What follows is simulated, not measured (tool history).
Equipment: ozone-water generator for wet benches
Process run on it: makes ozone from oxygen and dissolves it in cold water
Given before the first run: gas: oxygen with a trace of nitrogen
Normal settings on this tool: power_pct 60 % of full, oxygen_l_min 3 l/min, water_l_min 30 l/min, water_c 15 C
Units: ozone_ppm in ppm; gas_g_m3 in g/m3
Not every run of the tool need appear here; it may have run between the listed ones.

run    hour  power_pct  oxygen_l_min  water_l_min  water_c  ozone_ppm  gas_g_m3
  1       0         60             3           30       15       9.16     167.2
  2   178.7         60             3           30       15       9.12     166.4
  3   359.4         60             3           30       15       9.12     164.8
  4   451.8         60             3           30       15       9.06     164.6
  5   539.2         60             3           30       15       9.11     164.6
  6   682.7         60             3           30       21       8.62     165.6
  7   820.5         60          4.48           30       15       9.72     134.2
  8  1004.6         60          4.48           30       15       9.75     132.8
  9  1189.3         60          4.48           30       15       9.73     132.5
 10  1315.7         60          2.61           30       15       8.56     176.9
 11  1428.8         60          2.61           30       15       8.49     172.9
 12  1524.7         60          3.38           30       15       9.21     150.7
 13  1706.7         60          3.38           24       15      11.98     152.6
 14    1838         47          2.14           29       15       7.41     161.2
 15  1922.2         60           2.3           30       15       8.59     185.5
 16  2012.4         45           2.3           30       12       7.12     148.8
 17  2198.5         60          3.66           44       15       6.24     146.2
 18  2285.1         55          3.66           44       15       5.94     134.7
 19  2395.7         69             3           42       15       6.98     177.6
 20  2509.4         47             3           30       10       7.98     135.4
 21  2692.5         57           3.1           37       20       6.66     150.6
 22    2821         57           3.1           31       20       8.27     149.7

Not shown here: 3 entries made in the log between runs. Locate each between two listed runs and compare the hidden state at the listed run before it with the hidden state at the listed run after it:
In the gap between runs 6 and 7: water thermometer calibrated (hour 798.4)
  yield of the discharge, % of new electrodes': 94.7 -> 94.4; contactor's efficiency, % of a clean one's: 89.4 -> 89.2; true water temperature over the reading, C: 0.55 -> 0.83
  measured minus no-state result, ozone_ppm: -0.97 -> -1.2 ppm; gas_g_m3: -8.2 -> -6.9 g/m3
In the gap between runs 9 and 10: water thermometer calibrated, once more (hour 1233.5)
  yield of the discharge, % of new electrodes': 93.8 -> 93.6; contactor's efficiency, % of a clean one's: 88.6 -> 88.5; true water temperature over the reading, C: 0.86 -> -0.04
  measured minus no-state result, ozone_ppm: -1.28 -> -1.09 ppm; gas_g_m3: -7.6 -> -10.5 g/m3
In the gap between runs 12 and 13: contactor cleaned (hour 1610)
  yield of the discharge, % of new electrodes': 93.3 -> 93; contactor's efficiency, % of a clean one's: 88.2 -> 98.7; true water temperature over the reading, C: -0.01 -> 0
  measured minus no-state result, ozone_ppm: -1.21 -> -0.87 ppm; gas_g_m3: -9.6 -> -10.1 g/m3
